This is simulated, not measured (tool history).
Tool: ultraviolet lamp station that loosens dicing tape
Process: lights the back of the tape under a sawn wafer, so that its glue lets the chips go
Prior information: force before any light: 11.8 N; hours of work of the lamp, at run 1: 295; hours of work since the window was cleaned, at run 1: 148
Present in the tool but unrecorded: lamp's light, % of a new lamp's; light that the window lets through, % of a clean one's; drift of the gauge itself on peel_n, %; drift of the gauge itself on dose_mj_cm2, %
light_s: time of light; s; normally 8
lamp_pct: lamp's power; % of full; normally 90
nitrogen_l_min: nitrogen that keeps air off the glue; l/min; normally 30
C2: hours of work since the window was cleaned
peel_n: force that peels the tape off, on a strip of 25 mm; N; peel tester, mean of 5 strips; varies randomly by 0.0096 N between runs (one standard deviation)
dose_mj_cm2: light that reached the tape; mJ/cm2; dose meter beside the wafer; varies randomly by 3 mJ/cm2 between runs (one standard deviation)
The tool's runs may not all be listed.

{"run": 1, "day": 0.0, "light_s": 8, "lamp_pct": 90, "nitrogen_l_min": 30, "hours of work of the lamp": 295, "C2": 148, "peel_n": 0.61, "dose_mj_cm2": 377}
{"run": 2, "day": 1.404, "light_s": 8, "lamp_pct": 90, "nitrogen_l_min": 30, "hours of work of the lamp": 319, "C2": 173, "peel_n": 0.594, "dose_mj_cm2": 379}
{"run": 3, "day": 2.496, "light_s": 8, "lamp_pct": 90, "nitrogen_l_min": 30, "hours of work of the lamp": 338, "C2": 192, "peel_n": 0.587, "dose_mj_cm2": 367}
{"run": 4, "day": 3.817, "light_s": 8, "lamp_pct": 90, "nitrogen_l_min": 30, "hours of work of the lamp": 361, "C2": 215, "peel_n": 0.626, "dose_mj_cm2": 362}
{"run": 5, "day": 4.533, "light_s": 8, "lamp_pct": 90, "nitrogen_l_min": 30, "hours of work of the lamp": 374, "C2": 227, "peel_n": 0.655, "dose_mj_cm2": 362}
{"run": 6, "day": 5.196, "light_s": 8, "lamp_pct": 90, "nitrogen_l_min": 30, "hours of work of the lamp": 385, "C2": 239, "peel_n": 0.651, "dose_mj_cm2": 358}
{"run": 7, "day": 6.529, "light_s": 8, "lamp_pct": 90, "nitrogen_l_min": 30, "hours of work of the lamp": 408, "C2": 262, "peel_n": 0.691, "dose_mj_cm2": 360}
{"run": 8, "day": 7.767, "light_s": 8, "lamp_pct": 90, "nitrogen_l_min": 30, "hours of work of the lamp": 430, "C2": 283, "peel_n": 0.707, "dose_mj_cm2": 351}
{"run": 9, "day": 8.871, "light_s": 8, "lamp_pct": 90, "nitrogen_l_min": 30, "hours of work of the lamp": 449, "C2": 303, "peel_n": 0.705, "dose_mj_cm2": 344}
{"run": 10, "day": 9.692, "light_s": 8, "lamp_pct": 90, "nitrogen_l_min": 30, "hours of work of the lamp": 464, "C2": 317, "peel_n": 0.736, "dose_mj_cm2": 341}
{"run": 11, "day": 11.033, "light_s": 8, "lamp_pct": 90, "nitrogen_l_min": 30, "hours of work of the lamp": 487, "C2": 340, "peel_n": 0.752, "dose_mj_cm2": 335}
{"day": 11.604, "done": "window cleaned of glue's vapour"}
{"run": 12, "day": 12.567, "light_s": 8, "lamp_pct": 90, "nitrogen_l_min": 30, "hours of work of the lamp": 513, "C2": 17, "peel_n": 0.856, "dose_mj_cm2": 321}
{"run": 13, "day": 14.058, "light_s": 8, "lamp_pct": 90, "nitrogen_l_min": 30, "hours of work of the lamp": 539, "C2": 43, "peel_n": 0.924, "dose_mj_cm2": 315}
{"day": 15.192, "done": "window cleaned of glue's vapour, once more"}
{"run": 14, "day": 15.617, "light_s": 8, "lamp_pct": 78, "nitrogen_l_min": 30, "hours of work of the lamp": 566, "C2": 7, "peel_n": 0.987, "dose_mj_cm2": 300}
{"run": 15, "day": 16.858, "light_s": 10, "lamp_pct": 90, "nitrogen_l_min": 30, "hours of work of the lamp": 588, "C2": 29, "peel_n": 0.451, "dose_mj_cm2": 426}
{"run": 16, "day": 17.638, "light_s": 8, "lamp_pct": 100, "nitrogen_l_min": 30, "hours of work of the lamp": 601, "C2": 43, "peel_n": 0.559, "dose_mj_cm2": 383}
{"run": 17, "day": 18.488, "light_s": 8, "lamp_pct": 100, "nitrogen_l_min": 30, "hours of work of the lamp": 616, "C2": 57, "peel_n": 0.601, "dose_mj_cm2": 371}
{"run": 18, "day": 19.783, "light_s": 8, "lamp_pct": 100, "nitrogen_l_min": 30, "hours of work of the lamp": 639, "C2": 80, "peel_n": 0.606, "dose_mj_cm2": 368}
{"run": 19, "day": 20.592, "light_s": 8, "lamp_pct": 100, "nitrogen_l_min": 30, "hours of work of the lamp": 653, "C2": 94, "peel_n": 0.634, "dose_mj_cm2": 367}
{"run": 20, "day": 21.867, "light_s": 8, "lamp_pct": 90, "nitrogen_l_min": 14, "hours of work of the lamp": 675, "C2": 116, "peel_n": 1.667, "dose_mj_cm2": 329}
{"run": 21, "day": 22.958, "light_s": 8, "lamp_pct": 90, "nitrogen_l_min": 30, "hours of work of the lamp": 694, "C2": 135, "peel_n": 0.853, "dose_mj_cm2": 320}
{"run": 22, "day": 23.725, "light_s": 8, "lamp_pct": 90, "nitrogen_l_min": 30, "hours of work of the lamp": 707, "C2": 149, "peel_n": 0.861, "dose_mj_cm2": 320}
{"run": 23, "day": 25.108, "light_s": 11, "lamp_pct": 62, "nitrogen_l_min": 30, "hours of work of the lamp": 731, "C2": 173, "peel_n": 0.982, "dose_mj_cm2": 297}
{"run": 24, "day": 25.842, "light_s": 8, "lamp_pct": 69, "nitrogen_l_min": 36, "hours of work of the lamp": 744, "C2": 185, "peel_n": 1.381, "dose_mj_cm2": 243}
{"run": 25, "day": 26.533, "light_s": 15, "lamp_pct": 72, "nitrogen_l_min": 59, "hours of work of the lamp": 756, "C2": 198, "peel_n": 0.226, "dose_mj_cm2": 465}
{"run": 26, "day": 27.421, "light_s": 9, "lamp_pct": 67, "nitrogen_l_min": 59, "hours of work of the lamp": 772, "C2": 213, "peel_n": 0.817, "dose_mj_cm2": 255}
{"run": 27, "day": 28.921, "light_s": 9, "lamp_pct": 76, "nitrogen_l_min": 32, "hours of work of the lamp": 798, "C2": 239, "peel_n": 1.057, "dose_mj_cm2": 289}
{"run": 28, "day": 29.804, "light_s": 8, "lamp_pct": 86, "nitrogen_l_min": 17, "hours of work of the lamp": 813, "C2": 254, "peel_n": 1.769, "dose_mj_cm2": 288}
{"run": 29, "day": 30.996, "light_s": 8, "lamp_pct": 61, "nitrogen_l_min": 9, "hours of work of the lamp": 834, "C2": 275, "peel_n": 4.463, "dose_mj_cm2": 201}
{"run": 30, "day": 31.908, "light_s": 8, "lamp_pct": 61, "nitrogen_l_min": 9, "hours of work of the lamp": 850, "C2": 291, "peel_n": 4.405, "dose_mj_cm2": 195}
{"run": 31, "day": 33.304, "light_s": 7, "lamp_pct": 90, "nitrogen_l_min": 22, "hours of work of the lamp": 874, "C2": 315, "peel_n": 1.811, "dose_mj_cm2": 251}
{"run": 32, "day": 34.825, "light_s": 7, "lamp_pct": 90, "nitrogen_l_min": 22, "hours of work of the lamp": 901, "C2": 342, "peel_n": 1.932, "dose_mj_cm2": 246}
{"day": 35.3, "done": "window cleaned of glue's vapour"}
{"run": 33, "day": 36.346, "light_s": 7, "lamp_pct": 90, "nitrogen_l_min": 27, "hours of work of the lamp": 927, "C2": 18, "peel_n": 1.48, "dose_mj_cm2": 256}
{"run": 34, "day": 37.146, "light_s": 7, "lamp_pct": 90, "nitrogen_l_min": 27, "hours of work of the lamp": 941, "C2": 32, "peel_n": 1.422, "dose_mj_cm2": 261}
{"run": 35, "day": 38.583, "light_s": 5, "lamp_pct": 90, "nitrogen_l_min": 30, "hours of work of the lamp": 966, "C2": 57, "peel_n": 2.539, "dose_mj_cm2": 180}
{"run": 36, "day": 39.246, "light_s": 4, "lamp_pct": 64, "nitrogen_l_min": 33, "hours of work of the lamp": 977, "C2": 69, "peel_n": 4.746, "dose_mj_cm2": 100}
{"run": 37, "day": 40.558, "light_s": 4, "lamp_pct": 64, "nitrogen_l_min": 33, "hours of work of the lamp": 1000, "C2": 92, "peel_n": 4.786, "dose_mj_cm2": 100}
{"run": 38, "day": 42.008, "light_s": 4, "lamp_pct": 64, "nitrogen_l_min": 33, "hours of work of the lamp": 1025, "C2": 117, "peel_n": 4.869, "dose_mj_cm2": 99}

Forecast run 39:
{"run": 39, "day": 43.038, "light_s": 4, "lamp_pct": 64, "nitrogen_l_min": 33, "hours of work of the lamp": 1043, "C2": 135, "peel_n": "?", "dose_mj_cm2": "?"}

{"run 39": {"peel_n": 4.912, "dose_mj_cm2": 98}}
Had the tool carried no hidden state, the very same run would have given peel_n 2.918 N, dose_mj_cm2 157 mJ/cm2.

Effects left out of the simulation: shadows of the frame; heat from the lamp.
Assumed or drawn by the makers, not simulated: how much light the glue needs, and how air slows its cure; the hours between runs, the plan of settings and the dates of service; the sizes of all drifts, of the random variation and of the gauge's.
